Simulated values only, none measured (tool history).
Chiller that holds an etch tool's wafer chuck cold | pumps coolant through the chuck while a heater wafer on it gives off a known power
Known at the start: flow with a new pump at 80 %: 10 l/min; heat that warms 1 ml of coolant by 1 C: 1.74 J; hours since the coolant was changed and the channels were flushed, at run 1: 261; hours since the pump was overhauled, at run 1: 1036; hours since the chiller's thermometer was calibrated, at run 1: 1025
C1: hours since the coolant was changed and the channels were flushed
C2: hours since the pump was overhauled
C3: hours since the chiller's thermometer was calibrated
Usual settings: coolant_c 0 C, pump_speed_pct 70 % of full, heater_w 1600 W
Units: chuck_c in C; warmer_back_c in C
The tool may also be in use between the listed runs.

run 1 hour=0 | coolant_c=0 pump_speed_pct=70 heater_w=1600 | C1=261 C2=1036 C3=1025 | chuck_c=21 warmer_back_c=6.57
run 2 hour=26.7 | coolant_c=0 pump_speed_pct=70 heater_w=1683 | C1=288 C2=1062 C3=1051 | chuck_c=22.1 warmer_back_c=6.98
run 3 hour=71.2 | coolant_c=0 pump_speed_pct=70 heater_w=1600 | C1=332 C2=1107 C3=1096 | chuck_c=21 warmer_back_c=6.58
run 4 hour=124.5 | coolant_c=0 pump_speed_pct=70 heater_w=1600 | C1=385 C2=1160 C3=1149 | chuck_c=21 warmer_back_c=6.57
run 5 hour=162.6 | coolant_c=0 pump_speed_pct=70 heater_w=1600 | C1=424 C2=1198 C3=1187 | chuck_c=21.1 warmer_back_c=6.59
run 6 hour=195.6 | coolant_c=0 pump_speed_pct=70 heater_w=1600 | C1=457 C2=1231 C3=1220 | chuck_c=21.1 warmer_back_c=6.6
run 7 hour=229.4 | coolant_c=0 pump_speed_pct=63 heater_w=1600 | C1=490 C2=1265 C3=1254 | chuck_c=22.7 warmer_back_c=7.53
run 8 hour=271.3 | coolant_c=0 pump_speed_pct=63 heater_w=1600 | C1=532 C2=1307 C3=1296 | chuck_c=23.1 warmer_back_c=7.45
run 9 hour=310.3 | coolant_c=0 pump_speed_pct=70 heater_w=933 | C1=571 C2=1346 C3=1335 | chuck_c=12.2 warmer_back_c=3.87
run 10 hour=361.3 | coolant_c=0 pump_speed_pct=70 heater_w=1600 | C1=622 C2=1397 C3=1386 | chuck_c=21.2 warmer_back_c=6.65
run 11 hour=401 | coolant_c=0 pump_speed_pct=70 heater_w=1269 | C1=662 C2=1437 C3=1426 | chuck_c=16.8 warmer_back_c=5.25
run 12 hour=456.4 | coolant_c=0 pump_speed_pct=70 heater_w=1600 | C1=717 C2=1492 C3=1481 | chuck_c=21.3 warmer_back_c=6.62
run 13 hour=498.6 | coolant_c=0 pump_speed_pct=70 heater_w=1600 | C1=760 C2=1534 C3=1523 | chuck_c=21.3 warmer_back_c=6.69
run 14 hour=526.6 | coolant_c=0 pump_speed_pct=70 heater_w=1600 | C1=788 C2=1562 C3=1551 | chuck_c=21.4 warmer_back_c=6.74
run 15 hour=571.6 | coolant_c=0 pump_speed_pct=70 heater_w=1600 | C1=833 C2=1607 C3=1596 | chuck_c=21.2 warmer_back_c=6.72
run 16 hour=609.3 | coolant_c=0 pump_speed_pct=71 heater_w=1600 | C1=870 C2=1645 C3=1634 | chuck_c=21.1 warmer_back_c=6.5
run 17 hour=651.1 | coolant_c=0 pump_speed_pct=71 heater_w=1600 | C1=912 C2=1687 C3=1676 | chuck_c=21 warmer_back_c=6.62
run 18 hour=707.3 | coolant_c=-5 pump_speed_pct=95 heater_w=1075 | C1=968 C2=1743 C3=1732 | chuck_c=6.3 warmer_back_c=3.19
run 19 hour=736.8 | coolant_c=-5 pump_speed_pct=95 heater_w=1075 | C1=998 C2=1772 C3=1761 | chuck_c=6.5 warmer_back_c=3.2
run 20 hour=775.1 | coolant_c=-2 pump_speed_pct=62 heater_w=904 | C1=1036 C2=1811 C3=1800 | chuck_c=11 warmer_back_c=4.36
run 21 hour=834.1 | coolant_c=-2 pump_speed_pct=62 heater_w=904 | C1=1095 C2=1870 C3=1859 | chuck_c=11.2 warmer_back_c=4.38
run 22 hour=871.4 | coolant_c=-4 pump_speed_pct=62 heater_w=904 | C1=1132 C2=1907 C3=1896 | chuck_c=9.1 warmer_back_c=4.35
run 23 hour=910.7 | coolant_c=7 pump_speed_pct=62 heater_w=1218 | C1=1172 C2=1946 C3=1935 | chuck_c=25 warmer_back_c=5.93
run 24 hour=936.3 | coolant_c=-4 pump_speed_pct=70 heater_w=942 | C1=1197 C2=1972 C3=1961 | chuck_c=8.5 warmer_back_c=3.93
run 25 hour=987.4 | coolant_c=0 pump_speed_pct=65 heater_w=1396 | C1=1248 C2=2023 C3=2012 | chuck_c=19.9 warmer_back_c=6.43
run 26 hour=1015.3 | coolant_c=-4 pump_speed_pct=65 heater_w=1854 | C1=1276 C2=2051 C3=2040 | chuck_c=22.6 warmer_back_c=8.54
run 27 hour=1052.4 | coolant_c=0 pump_speed_pct=82 heater_w=2005 | C1=1313 C2=2088 C3=2077 | chuck_c=24.2 warmer_back_c=7.08
run 28 hour=1085.7 | coolant_c=-7 pump_speed_pct=69 heater_w=841 | C1=1347 C2=2121 C3=2110 | chuck_c=4.5 warmer_back_c=3.59
run 29 hour=1126.3 | coolant_c=-10 pump_speed_pct=79 heater_w=860 | C1=1387 C2=2162 C3=2151 | chuck_c=0.8 warmer_back_c=3.17
run 30 hour=1163 | coolant_c=-10 pump_speed_pct=79 heater_w=860 | C1=1424 C2=2199 C3=2188 | chuck_c=0.3 warmer_back_c=3.19
run 31 hour=1192.3 | coolant_c=-10 pump_speed_pct=98 heater_w=846 | C1=1453 C2=2228 C3=2217 | chuck_c=-1.1 warmer_back_c=2.42

4 ways to go on from here, each from the tool as it stands after run 31. What would each give?
run A hour=1221.1 | coolant_c=-9 pump_speed_pct=98 heater_w=846 | C1=1482 C2=2257 C3=2246 | chuck_c=? warmer_back_c=?
run B hour=1221.1 | coolant_c=0 pump_speed_pct=70 heater_w=991 | C1=1482 C2=2257 C3=2246 | chuck_c=? warmer_back_c=?
run C hour=1221.1 | coolant_c=-9 pump_speed_pct=97 heater_w=846 | C1=1482 C2=2257 C3=2246 | chuck_c=? warmer_back_c=?
run D hour=1221.1 | coolant_c=-5 pump_speed_pct=91 heater_w=1600 | C1=1482 C2=2257 C3=2246 | chuck_c=? warmer_back_c=?

run=A chuck_c=-0.2 warmer_back_c=2.48
run=B chuck_c=13.3 warmer_back_c=4.24
run=C chuck_c=-0.1 warmer_back_c=2.49
run=D chuck_c=12.8 warmer_back_c=5.02
Without the tool's hidden state the same runs would have given:
run=A chuck_c=-0.5 warmer_back_c=2.33
run=B chuck_c=12.7 warmer_back_c=3.99
run=C chuck_c=-0.5 warmer_back_c=2.34
run=D chuck_c=11.9 warmer_back_c=4.72
